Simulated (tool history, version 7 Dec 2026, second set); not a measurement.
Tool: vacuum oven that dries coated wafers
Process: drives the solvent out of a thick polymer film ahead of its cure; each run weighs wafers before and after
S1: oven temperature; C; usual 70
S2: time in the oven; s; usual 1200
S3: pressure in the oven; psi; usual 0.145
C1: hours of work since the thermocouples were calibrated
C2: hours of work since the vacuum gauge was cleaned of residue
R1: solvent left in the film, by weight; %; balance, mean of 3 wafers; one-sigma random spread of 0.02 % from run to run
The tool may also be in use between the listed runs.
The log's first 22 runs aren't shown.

Run 23, hour 844.5: usual settings but S1 63 C, S2 1080 s, S3 0.384 psi; C1 631; C2 51. Result: R1 9.86 %.
Run 24, hour 877.0: usual settings but S1 63 C, S2 1800 s, S3 0.265 psi; C1 649; C2 69. Result: R1 5.90 %.
Run 25, hour 907.2: usual settings but S1 63 C, S2 1800 s, S3 0.265 psi; C1 666; C2 86. Result: R1 5.93 %.
Run 26, hour 953.8: usual settings but S2 1500 s; C1 692; C2 112. Result: R1 3.58 %.
Run 27, hour 993.7: usual settings but S2 840 s, S3 0.439 psi; C1 714; C2 135. Result: R1 8.63 %.
Run 28, hour 1021.9: usual settings but S1 72 C, S2 2100 s, S3 0.477 psi; C1 730; C2 150. Result: R1 3.73 %.
Run 29, hour 1043.8: usual settings but S1 66 C, S2 2100 s, S3 0.477 psi; C1 742; C2 163. Result: R1 5.59 %.
Run 30, hour 1082.9: usual settings but S1 81 C; C1 764; C2 185. Result: R1 1.79 %.

5 ways to go on from here, each from the tool as it stands after run 30. What would each give?
Run A, hour 1119.1: usual settings but S1 78 C, S3 0.205 psi; C1 784; C2 205. Result: R1 ?.
Run B, hour 1119.1: usual settings but S1 81 C, S2 1320 s, S3 0.167 psi; C1 784; C2 205. Result: R1 ?.
Run C, hour 1119.1: usual settings but S1 81 C, S3 0.080 psi; C1 784; C2 205. Result: R1 ?.
Run D, hour 1119.1: usual settings but S1 75 C; C1 784; C2 205. Result: R1 ?.
Run E, hour 1119.1: usual settings but S1 58 C, S2 780 s, S3 0.463 psi; C1 784; C2 205. Result: R1 ?.

run     R1
  A   2.71
  B   1.62
  C   1.56
  D   3.21
  E  14.11
With no hidden state in the tool, these same runs would have given:
run     R1
  A   2.90
  B   1.74
  C   1.69
  D   3.44
  E  14.41

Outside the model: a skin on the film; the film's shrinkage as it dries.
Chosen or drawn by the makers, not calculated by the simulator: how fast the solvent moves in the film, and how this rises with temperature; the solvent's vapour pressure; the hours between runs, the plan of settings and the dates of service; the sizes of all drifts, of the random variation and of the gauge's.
